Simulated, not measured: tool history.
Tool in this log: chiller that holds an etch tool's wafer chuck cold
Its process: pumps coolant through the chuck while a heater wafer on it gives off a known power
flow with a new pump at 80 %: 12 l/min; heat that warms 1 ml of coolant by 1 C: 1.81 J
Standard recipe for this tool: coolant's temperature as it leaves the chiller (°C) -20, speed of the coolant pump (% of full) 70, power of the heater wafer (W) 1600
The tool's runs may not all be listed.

run	hour	coolant's temperature as it leaves the chiller (°C)	speed of the coolant pump (% of full)	power of the heater wafer (W)	chuck's temperature once it has settled (°C)	how much warmer the coolant comes back (C)
1	0.0	-20	70	1600	-7.7	5.07
2	39.8	-20	70	1600	-7.7	5.05
3	102.3	-20	70	1600	-7.7	5.16
4	158.8	-20	70	1600	-7.7	5.07
5	196.8	-20	70	1600	-7.6	5.09
6	236.4	-20	70	1600	-7.7	5.02
7	274.9	-20	70	1600	-7.8	5.08
8	321.2	-20	70	1600	-7.6	5.06
9	395.8	-20	70	1600	-7.5	5.13
10	460.2	-20	70	1600	-7.5	5.02
11	491.8	-20	70	1600	-7.5	5.06
12	547.7	-20	64	1600	-6.3	5.55
13	611.3	-20	64	1600	-6.2	5.58
14	675.6	-20	64	1600	-6.4	5.61
15	726.2	-20	70	1626	-7.2	5.13
16	786.7	-20	70	1626	-6.9	5.17
17	848.8	-19	70	1399	-8.0	4.46
18	887.3	-19	70	1399	-7.9	4.50
19	929.8	-10	66	1406	1.8	4.78
20	992.3	-24	66	1547	-11.1	5.26
21	1024.2	-24	62	1600	-9.9	5.77
22	1082.1	-24	62	1600	-9.7	5.77
23	1121.8	-24	62	1700	-8.9	6.15
24	1183.3	-21	70	2392	-2.0	7.65
25	1234.5	-10	82	1600	1.1	4.38
26	1271.9	-16	85	1714	-4.4	4.55
# hour 1326.0: chiller's thermometer calibrated
27	1326.0	-20	67	1907	-4.6	6.40
28	1388.7	-20	70	866	-13.2	2.82
29	1443.8	-17	67	2317	1.8	7.77
30	1495.0	-17	67	2317	2.0	7.76
31	1545.2	-20	96	1600	-10.6	3.83

5 ways to go on from here, each from the tool as it stands after run 31. What would each give?
A	1607.2	-20	96	1198	?	?
B	1607.2	-20	70	1600	?	?
C	1607.2	-20	93	991	?	?
D	1607.2	-16	70	1600	?	?
E	1607.2	-14	81	882	?	?

run	chuck's temperature once it has settled (°C)	how much warmer the coolant comes back (C)
A	-12.9	2.86
B	-7.5	5.18
C	-14.1	2.42
D	-3.6	5.15
E	-7.8	2.42
Had the tool no hidden state, the same runs would have come out as:
run	chuck's temperature once it has settled (°C)	how much warmer the coolant comes back (C)
A	-13.5	2.80
B	-8.4	5.07
C	-14.5	2.37
D	-4.6	5.05
E	-8.2	2.37
